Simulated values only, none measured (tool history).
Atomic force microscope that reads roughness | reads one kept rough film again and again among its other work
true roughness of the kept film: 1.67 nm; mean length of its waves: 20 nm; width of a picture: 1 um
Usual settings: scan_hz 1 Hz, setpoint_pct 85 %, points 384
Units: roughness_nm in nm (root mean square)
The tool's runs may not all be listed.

run	day	scan_hz	setpoint_pct	points	roughness_nm
1	0	1	85	384	1.288
2	0.746	1	85	384	1.277
3	1.596	1	85	384	1.265
4	2.558	1.55	85	384	1.198
5	3.021	1.55	85	384	1.206
6	3.454	1	85	384	1.234
7	4.112	1	85	384	1.233
8	4.546	1	85	384	1.212
9	5.108	1	85	384	1.206
10	5.692	1	85	924	1.214
# day 5.817: height scale calibrated on a step standard
11	6.458	1	85	924	1.222
12	7.412	1	85	384	1.184
13	7.825	1	85	384	1.176
14	8.45	1	85	384	1.173
15	9.346	1	85	384	1.145
# day 9.892: new tip fitted
16	9.896	2.89	85	305	1.196
# day 10.438: height scale calibrated on a step standard, once more
17	10.438	3.69	87	384	1.131
18	10.862	3.69	63	392	1.341
19	11.712	1.16	75	365	1.347
20	12.2	1.16	75	365	1.359
21	13	1.16	67	447	1.37
22	13.896	0.82	70	689	1.375
23	14.508	2.51	81	971	1.211
24	15.146	2.51	81	971	1.21

5 ways to go on from here, each from the tool as it stands after run 24. What would each give?
A	16.029	3.01	58	971	?
B	16.029	1.22	65	264	?
C	16.029	2.83	85	384	?
D	16.029	2.51	81	442	?
E	16.029	2.72	81	971	?

run	roughness_nm
A	1.317
B	1.294
C	1.11
D	1.184
E	1.176
Without the tool's hidden state the same runs would have given:
run	roughness_nm
A	1.431
B	1.406
C	1.207
D	1.287
E	1.278

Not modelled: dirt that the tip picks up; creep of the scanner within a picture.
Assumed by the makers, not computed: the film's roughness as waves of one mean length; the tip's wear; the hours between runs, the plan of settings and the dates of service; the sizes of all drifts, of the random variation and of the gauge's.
